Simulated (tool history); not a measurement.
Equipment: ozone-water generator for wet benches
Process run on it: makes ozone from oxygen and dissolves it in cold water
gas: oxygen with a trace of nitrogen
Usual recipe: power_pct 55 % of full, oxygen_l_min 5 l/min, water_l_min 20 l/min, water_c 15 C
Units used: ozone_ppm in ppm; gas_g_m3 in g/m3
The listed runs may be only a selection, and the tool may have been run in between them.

run 1 hour=0 | power_pct=55 oxygen_l_min=5 water_l_min=20 water_c=15 | ozone_ppm=13.2 gas_g_m3=153.3
run 2 hour=28.2 | power_pct=55 oxygen_l_min=5 water_l_min=20 water_c=13 | ozone_ppm=13.6 gas_g_m3=154.2
run 3 hour=57.4 | power_pct=74 oxygen_l_min=5 water_l_min=20 water_c=13 | ozone_ppm=16.7 gas_g_m3=183.2
run 4 hour=84 | power_pct=55 oxygen_l_min=5 water_l_min=20 water_c=15 | ozone_ppm=13.3 gas_g_m3=153
run 5 hour=141.3 | power_pct=55 oxygen_l_min=5 water_l_min=20 water_c=15 | ozone_ppm=13.4 gas_g_m3=153.7
run 6 hour=176.4 | power_pct=55 oxygen_l_min=5 water_l_min=20 water_c=15 | ozone_ppm=13.6 gas_g_m3=152.3
run 7 hour=208 | power_pct=55 oxygen_l_min=5 water_l_min=23 water_c=15 | ozone_ppm=12.1 gas_g_m3=153.1
run 8 hour=238.6 | power_pct=55 oxygen_l_min=5 water_l_min=23 water_c=15 | ozone_ppm=11.8 gas_g_m3=152.7
run 9 hour=299.2 | power_pct=55 oxygen_l_min=5 water_l_min=23 water_c=15 | ozone_ppm=11.8 gas_g_m3=152.1
run 10 hour=340.6 | power_pct=55 oxygen_l_min=5 water_l_min=20 water_c=15 | ozone_ppm=13.5 gas_g_m3=151.9
run 11 hour=382.2 | power_pct=55 oxygen_l_min=5 water_l_min=20 water_c=15 | ozone_ppm=13.4 gas_g_m3=150.7
run 12 hour=414.8 | power_pct=55 oxygen_l_min=5 water_l_min=20 water_c=15 | ozone_ppm=13.6 gas_g_m3=150.7
run 13 hour=455.4 | power_pct=55 oxygen_l_min=5 water_l_min=20 water_c=15 | ozone_ppm=13.1 gas_g_m3=152.1
run 14 hour=486 | power_pct=55 oxygen_l_min=5 water_l_min=22 water_c=15 | ozone_ppm=12.2 gas_g_m3=152.3
run 15 hour=515.7 | power_pct=95 oxygen_l_min=8.57 water_l_min=20 water_c=15 | ozone_ppm=19.4 gas_g_m3=168.5
run 16 hour=556.4 | power_pct=55 oxygen_l_min=3.01 water_l_min=15 water_c=15 | ozone_ppm=15.7 gas_g_m3=187.8
-- hour=561.2 water thermometer calibrated
run 17 hour=605.8 | power_pct=89 oxygen_l_min=5 water_l_min=20 water_c=15 | ozone_ppm=17.7 gas_g_m3=203.7
-- hour=655.5 water thermometer calibrated, once more
run 18 hour=660.1 | power_pct=65 oxygen_l_min=5 water_l_min=13 water_c=23 | ozone_ppm=17.8 gas_g_m3=167.2
run 19 hour=689.9 | power_pct=65 oxygen_l_min=5 water_l_min=13 water_c=23 | ozone_ppm=17.7 gas_g_m3=168.1
run 20 hour=725.2 | power_pct=65 oxygen_l_min=5 water_l_min=13 water_c=23 | ozone_ppm=17.8 gas_g_m3=168.1
run 21 hour=772.6 | power_pct=65 oxygen_l_min=5 water_l_min=13 water_c=12 | ozone_ppm=21.4 gas_g_m3=166.5
run 22 hour=823.1 | power_pct=47 oxygen_l_min=6.42 water_l_min=13 water_c=12 | ozone_ppm=17.8 gas_g_m3=121.9
run 23 hour=881.8 | power_pct=47 oxygen_l_min=6.42 water_l_min=13 water_c=12 | ozone_ppm=17.4 gas_g_m3=121.2
run 24 hour=939.5 | power_pct=47 oxygen_l_min=6.42 water_l_min=14 water_c=12 | ozone_ppm=16.5 gas_g_m3=120.7
run 25 hour=986.7 | power_pct=55 oxygen_l_min=5 water_l_min=16 water_c=10 | ozone_ppm=16.9 gas_g_m3=149.3
run 26 hour=1043.7 | power_pct=55 oxygen_l_min=5 water_l_min=16 water_c=10 | ozone_ppm=16.7 gas_g_m3=149.2
run 27 hour=1069.6 | power_pct=92 oxygen_l_min=2.76 water_l_min=21 water_c=12 | ozone_ppm=15.5 gas_g_m3=264
run 28 hour=1098.1 | power_pct=84 oxygen_l_min=5 water_l_min=20 water_c=20 | ozone_ppm=15.7 gas_g_m3=195.2

Alternative continuations, all from the tool just after run 28; predict every row:
run A hour=1144.8 | power_pct=86 oxygen_l_min=4.84 water_l_min=20 water_c=20 | ozone_ppm=? gas_g_m3=?
run B hour=1144.8 | power_pct=87 oxygen_l_min=3.26 water_l_min=20 water_c=21 | ozone_ppm=? gas_g_m3=?
run C hour=1144.8 | power_pct=45 oxygen_l_min=5 water_l_min=20 water_c=19 | ozone_ppm=? gas_g_m3=?

run=A ozone_ppm=15.9 gas_g_m3=199.4
run=B ozone_ppm=14.9 gas_g_m3=240.4
run=C ozone_ppm=10.9 gas_g_m3=130.7
Take away the tool's hidden state, keep each run's random variation, and the runs would have read:
run=A ozone_ppm=18.3 gas_g_m3=220.3
run=B ozone_ppm=17.2 gas_g_m3=265.8
run=C ozone_ppm=12.1 gas_g_m3=139.3
